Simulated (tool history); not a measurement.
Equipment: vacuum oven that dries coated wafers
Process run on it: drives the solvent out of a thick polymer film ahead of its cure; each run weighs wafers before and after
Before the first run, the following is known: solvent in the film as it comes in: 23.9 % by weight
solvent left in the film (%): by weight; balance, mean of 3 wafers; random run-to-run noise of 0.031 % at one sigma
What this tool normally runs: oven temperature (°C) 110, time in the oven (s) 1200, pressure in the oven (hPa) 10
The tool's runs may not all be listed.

Run 1, day 0: usual settings. Result: solvent left in the film (%) 1.53.
Run 2, day 1.842: usual settings. Result: solvent left in the film (%) 1.46.
Run 3, day 3.104: usual settings. Result: solvent left in the film (%) 1.52.
Run 4, day 4.704: usual settings. Result: solvent left in the film (%) 1.47.
Run 5, day 6.771: usual settings. Result: solvent left in the film (%) 1.39.
Run 6, day 8.862: usual settings. Result: solvent left in the film (%) 1.44.
Run 7, day 10.908: usual settings. Result: solvent left in the film (%) 1.46.
Run 8, day 12.675: usual settings. Result: solvent left in the film (%) 1.45.
Run 9, day 14.896: usual settings. Result: solvent left in the film (%) 1.44.
Run 10, day 16.042: usual settings. Result: solvent left in the film (%) 1.46.
Run 11, day 18.138: usual settings. Result: solvent left in the film (%) 1.45.
Run 12, day 19.508: usual settings. Result: solvent left in the film (%) 1.46.
Run 13, day 21.208: usual settings but time in the oven (s) 960. Result: solvent left in the film (%) 2.05.
Run 14, day 23.679: usual settings but time in the oven (s) 960, pressure in the oven (hPa) 5.1. Result: solvent left in the film (%) 1.71.
At day 23.871: vacuum gauge cleaned of residue and calibrated.
Run 15, day 25.679: usual settings but time in the oven (s) 1020. Result: solvent left in the film (%) 1.84.
Run 16, day 27.454: usual settings but time in the oven (s) 1020. Result: solvent left in the film (%) 1.87.
Run 17, day 29.692: usual settings but time in the oven (s) 660. Result: solvent left in the film (%) 3.75.
Run 18, day 31.45: usual settings but time in the oven (s) 660. Result: solvent left in the film (%) 3.74.
At day 32.588: vacuum gauge cleaned of residue and calibrated, once more.
Run 19, day 32.879: usual settings but time in the oven (s) 660. Result: solvent left in the film (%) 3.5.
Run 20, day 35.129: usual settings but time in the oven (s) 660. Result: solvent left in the film (%) 3.48.
Run 21, day 37.329: usual settings but oven temperature (°C) 120. Result: solvent left in the film (%) 0.59.
Run 22, day 39.017: usual settings but oven temperature (°C) 120. Result: solvent left in the film (%) 0.57.
Run 23, day 40.546: usual settings but oven temperature (°C) 101, time in the oven (s) 780, pressure in the oven (hPa) 27.1. Result: solvent left in the film (%) 6.67.
Run 24, day 42.321: usual settings but oven temperature (°C) 113. Result: solvent left in the film (%) 0.96.
Run 25, day 44.588: usual settings but oven temperature (°C) 113, time in the oven (s) 1020, pressure in the oven (hPa) 5.2. Result: solvent left in the film (%) 0.97.
Run 26, day 47.008: usual settings but oven temperature (°C) 99, pressure in the oven (hPa) 11.1. Result: solvent left in the film (%) 3.63.
Run 27, day 48.267: usual settings but oven temperature (°C) 99, pressure in the oven (hPa) 11.1. Result: solvent left in the film (%) 3.66.
Run 28, day 50.721: usual settings but oven temperature (°C) 116, time in the oven (s) 840, pressure in the oven (hPa) 21.4. Result: solvent left in the film (%) 1.91.
Run 29, day 52.383: usual settings but oven temperature (°C) 122, time in the oven (s) 1260, pressure in the oven (hPa) 7. Result: solvent left in the film (%) 0.36.
Run 30, day 53.942: usual settings but oven temperature (°C) 99. Result: solvent left in the film (%) 3.49.
Run 31, day 56.079: usual settings but oven temperature (°C) 99. Result: solvent left in the film (%) 3.43.
Run 32, day 57.921: usual settings but oven temperature (°C) 99. Result: solvent left in the film (%) 3.41.
Run 33, day 59.383: usual settings but oven temperature (°C) 119, time in the oven (s) 660, pressure in the oven (hPa) 8.5. Result: solvent left in the film (%) 1.33.
Run 34, day 60.646: usual settings but oven temperature (°C) 119, time in the oven (s) 660, pressure in the oven (hPa) 8.5. Result: solvent left in the film (%) 1.34.
Run 35, day 62.446: usual settings but oven temperature (°C) 119, time in the oven (s) 660, pressure in the oven (hPa) 8.5. Result: solvent left in the film (%) 1.35.
Run 36, day 64.7: usual settings but oven temperature (°C) 98, time in the oven (s) 2040, pressure in the oven (hPa) 11.2. Result: solvent left in the film (%) 1.93.
Run 37, day 66.2: usual settings but oven temperature (°C) 98, time in the oven (s) 2040, pressure in the oven (hPa) 11.2. Result: solvent left in the film (%) 1.94.
Run 38, day 67.733: usual settings but oven temperature (°C) 107, time in the oven (s) 1740, pressure in the oven (hPa) 15.6. Result: solvent left in the film (%) 1.48.
Run 39, day 70.233: usual settings but oven temperature (°C) 107, time in the oven (s) 1140, pressure in the oven (hPa) 15.6. Result: solvent left in the film (%) 2.14.
Run 40, day 72.496: usual settings but oven temperature (°C) 107, time in the oven (s) 1140, pressure in the oven (hPa) 15.6. Result: solvent left in the film (%) 2.19.

How would selected steps in solvent left in the film (%) from run to run divide? Give the signed amount a tool lacking its hidden state would still show from settings, what came in and random variation, and the signed amount left for the hidden state, including any gauge scatter that is not in both of the compared results.
Unlogged tool condition in this case: true wafer temperature over the reading, C; true pressure over the reading, kPa; drift of the gauge itself on solvent_pct, %.
Run 22 -> 23: oven temperature (°C) 120 -> 101, time in the oven (s) 1200 -> 780, pressure in the oven (hPa) 10 -> 27.1. solvent left in the film (%) +6.1: hidden state -0.78, all else +6.88.
Run 23 -> 24: oven temperature (°C) 101 -> 113, time in the oven (s) 780 -> 1200, pressure in the oven (hPa) 27.1 -> 10. solvent left in the film (%) -5.71: hidden state +0.66, all else -6.37.
Run 29 -> 30: oven temperature (°C) 122 -> 99, time in the oven (s) 1260 -> 1200, pressure in the oven (hPa) 7 -> 10. solvent left in the film (%) +3.13: hidden state -0.74, all else +3.87.
